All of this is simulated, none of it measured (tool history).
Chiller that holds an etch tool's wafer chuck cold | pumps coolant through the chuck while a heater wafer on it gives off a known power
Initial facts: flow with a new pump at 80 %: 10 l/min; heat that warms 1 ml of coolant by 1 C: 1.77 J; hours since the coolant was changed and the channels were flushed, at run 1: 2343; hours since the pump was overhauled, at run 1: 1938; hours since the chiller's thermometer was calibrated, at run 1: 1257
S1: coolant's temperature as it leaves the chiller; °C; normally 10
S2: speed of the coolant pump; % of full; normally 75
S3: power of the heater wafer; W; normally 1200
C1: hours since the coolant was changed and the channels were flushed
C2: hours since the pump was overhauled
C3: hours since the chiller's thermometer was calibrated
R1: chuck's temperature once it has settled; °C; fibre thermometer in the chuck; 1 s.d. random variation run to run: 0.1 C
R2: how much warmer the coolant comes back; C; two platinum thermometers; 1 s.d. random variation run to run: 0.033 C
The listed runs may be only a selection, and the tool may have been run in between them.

run,hour,S1,S2,S3,C1,C2,C3,R1,R2
1,0,10,75,1200,2343,1938,1257,21.6,4.4
2,39.4,10,75,837,2382,1977,1296,18.3,3.04
3,63.1,16,75,1200,2406,2001,1320,27.8,4.34
4,112.3,16,75,1200,2455,2050,1369,27.8,4.29
5,158.6,18,75,1200,2501,2096,1415,29.8,4.35
6,180.8,10,75,1200,2523,2118,1437,21.6,4.35
7,211.5,4,60,910,2554,2149,1468,14.2,4.18
8,257.3,19,63,1690,2600,2195,1514,37.5,7.39
9,296.4,19,63,1690,2639,2234,1553,37.5,7.34
10,318.3,2,75,1200,2661,2256,1575,13.6,4.37
11,351,7,61,1285,2694,2289,1608,21.4,5.81
12,388,16,61,911,2731,2326,1645,26.3,4.1

Branching from run 12: 3 alternative next runs. What would each branch give?
A,413.7,18,89,1217,2756,2351,1670,?,?
B,413.7,1,95,1101,2756,2351,1670,?,?
C,413.7,10,75,862,2756,2351,1670,?,?

run,R1,R2
A,28.5,3.7
B,10.2,3.15
C,18.4,3.09
Without the tool's hidden state the same runs would have given:
run,R1,R2
A,28.5,3.7
B,10.2,3.15
C,18.3,3.09

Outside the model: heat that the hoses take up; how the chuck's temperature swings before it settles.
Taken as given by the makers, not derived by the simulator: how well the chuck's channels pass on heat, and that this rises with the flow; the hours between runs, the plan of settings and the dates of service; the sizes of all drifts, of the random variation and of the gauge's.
